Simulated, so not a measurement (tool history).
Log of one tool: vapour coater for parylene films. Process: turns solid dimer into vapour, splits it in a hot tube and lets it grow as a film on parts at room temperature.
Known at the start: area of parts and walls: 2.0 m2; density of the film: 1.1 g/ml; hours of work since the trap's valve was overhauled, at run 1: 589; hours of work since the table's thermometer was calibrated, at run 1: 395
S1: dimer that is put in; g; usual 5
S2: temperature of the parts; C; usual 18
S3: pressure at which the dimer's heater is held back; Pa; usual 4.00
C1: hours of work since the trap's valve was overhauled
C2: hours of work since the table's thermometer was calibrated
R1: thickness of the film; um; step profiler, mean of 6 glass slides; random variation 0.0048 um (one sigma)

run,hour,S1,S2,S3,C1,C2,R1
1,0.0,5,18,4.00,589,395,1.129
# hour 6.6: trap's valve overhauled
2,34.6,5,18,4.00,15,411,1.134
3,52.3,5,18,4.00,24,420,1.123
4,77.1,7,18,4.00,37,433,1.583
5,105.7,7,13,4.00,52,448,1.946
6,124.9,7,13,4.00,62,458,1.939
7,142.1,5,18,8.13,71,467,0.955
8,175.1,5,18,8.13,89,485,0.963
9,202.8,5,18,8.13,103,499,0.956
10,221.9,3,18,4.00,114,509,0.674
11,240.2,3,18,4.00,123,519,0.676
12,271.1,3,18,4.00,139,535,0.676
13,291.3,5,11,3.28,150,546,1.585
14,309.3,5,11,3.28,160,556,1.581
15,325.5,7,12,3.28,168,564,2.123
16,356.2,8,18,6.92,184,580,1.594
17,383.7,5,12,3.04,199,595,1.546
18,414.4,5,12,3.04,215,611,1.536
19,443.8,5,17,4.93,230,626,1.113
20,464.2,3,24,10.09,241,637,0.428
21,491.8,3,24,10.09,256,652,0.426

4 ways to go on from here, each from the tool as it stands after run 21. What would each give?
A,510.6,5,18,2.75,266,662,?
B,510.6,3,27,2.15,266,662,?
C,510.6,5,11,4.00,266,662,?
D,510.6,3,17,11.15,266,662,?

run,R1
A,1.232
B,0.543
C,1.504
D,0.556
Without the tool's hidden state the same runs would have given:
run,R1
A,1.233
B,0.543
C,1.505
D,0.557

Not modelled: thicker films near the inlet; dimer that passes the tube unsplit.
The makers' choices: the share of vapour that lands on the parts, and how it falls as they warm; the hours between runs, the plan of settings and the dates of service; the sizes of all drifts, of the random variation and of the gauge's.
